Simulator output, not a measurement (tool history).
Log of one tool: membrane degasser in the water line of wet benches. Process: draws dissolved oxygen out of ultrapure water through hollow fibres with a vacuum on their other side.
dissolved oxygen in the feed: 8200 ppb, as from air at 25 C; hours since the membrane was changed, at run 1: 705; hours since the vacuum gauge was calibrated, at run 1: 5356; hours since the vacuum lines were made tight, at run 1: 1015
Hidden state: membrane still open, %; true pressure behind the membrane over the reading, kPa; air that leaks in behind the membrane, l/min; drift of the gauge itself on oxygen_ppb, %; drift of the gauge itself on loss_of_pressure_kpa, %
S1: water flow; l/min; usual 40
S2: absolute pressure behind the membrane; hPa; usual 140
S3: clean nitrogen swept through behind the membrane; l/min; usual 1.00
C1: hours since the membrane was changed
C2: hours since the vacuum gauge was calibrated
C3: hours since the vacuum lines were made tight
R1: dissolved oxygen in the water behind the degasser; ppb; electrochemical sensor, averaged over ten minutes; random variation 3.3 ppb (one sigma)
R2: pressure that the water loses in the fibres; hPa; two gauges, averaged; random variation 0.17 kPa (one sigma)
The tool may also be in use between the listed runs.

run      day  S1   S2    S3    C1    C2    C3      R1     R2
  1    0.000  40  140  1.00   705  5356  1015   826.7  292.4
  2    6.296  40  140  1.00   856  5507  1166   824.7  290.5
  3   15.783  40  140  1.00  1084  5735  1394   821.6  288.8
  4   24.525  40  140  1.00  1294  5945  1604   826.0  292.2
  5   32.929  40  140  1.00  1496  6146  1806   824.9  291.7
  6   41.183  40  140  1.00  1694  6345  2004   820.1  289.8
  7   46.579  40  140  1.00  1823  6474  2133   829.9  291.4
  8   55.162  40  140  1.00  2029  6680  2339   827.1  294.4
  9   59.900  40   96  1.00  2143  6794  2453   518.6  291.2
 10   68.388  40  140  1.00  2347  6997  2657   824.6  289.9
 11   73.362  40  140  1.00  2466  7117  2776   821.8  288.9
 12   79.438  40  178  1.00  2612  7263  2922  1075.5  289.3
      81.821  -- vacuum gauge calibrated
 13   83.358  40  178  1.00  2705    37  3015  1084.0  290.5
 14   90.629  40  140  1.00  2880   211  3190   829.7  290.3
 15   97.858  40  140  1.00  3053   385  3363   839.7  293.7
 16  104.904  40  140  1.00  3222   554  3532   835.4  292.0
     109.362  -- vacuum gauge calibrated, once more
 17  112.725  62  215  0.82  3410    81  3720  1962.7  457.2
 18  117.062  50   91  0.90  3514   185  3824   584.9  366.1
 19  120.979  38  254  1.00  3608   279  3918  1464.2  276.4
 20  128.762  38  317  0.67  3795   466  4105  2326.9  277.1
 21  133.142  62  326  1.81  3900   571  4210  1724.4  456.5
 22  141.462  62  326  1.81  4099   770  4409  1735.1  454.1
 23  148.038  62  326  1.81  4257   928  4567  1731.9  452.3
 24  152.829  62  326  1.81  4372  1043  4682  1740.9  458.1
 25  160.925  40  178  1.03  4566  1238  4877  1039.2  296.5
 26  166.042  58  187  1.38  4689  1360  4999  1168.2  426.6
 27  173.771  54  189  0.63  4875  1546  5185  1851.2  398.2
 28  178.338  54  189  0.63  4984  1655  5294  1851.7  395.8
 29  183.133  50  336  2.39  5099  1771  5410  1237.6  367.9
 30  190.625  50  336  2.39  5279  1950  5589  1236.7  365.7
 31  199.204  34  336  2.39  5485  2156  5795   909.5  251.5

Measured less the same run without the tool's hidden state. The same run-to-run variation is in both; the gauge's scatter may not be:
run     R1    R2
  1  +19.5  +0.7
  2  +19.9  +0.8
  3  +20.5  +1.1
  4  +21.2  +1.4
  5  +21.8  +1.5
  6  +22.3  +1.8
  7  +22.9  +1.9
  8  +23.4  +2.1
  9  +25.1  +2.2
 10  +24.4  +2.4
 11  +24.6  +2.5
 12  +24.2  +2.7
 13  +30.1  +2.8
 14  +31.8  +3.0
 15  +32.6  +3.2
 16  +33.0  +3.3
 17   -3.7  +5.4
 18   -1.4  +4.6
 19   +2.8  +3.5
 20   +0.6  +3.7
 21   +5.1  +6.3
 22   +5.7  +6.6
 23   +6.2  +6.9
 24   +6.6  +7.1
 25   +4.1  +4.8
 26   +5.0  +7.0
 27   -2.2  +6.9
 28   -1.7  +7.0
 29   +9.5  +6.7
 30  +10.0  +6.9
 31  +11.4  +4.9
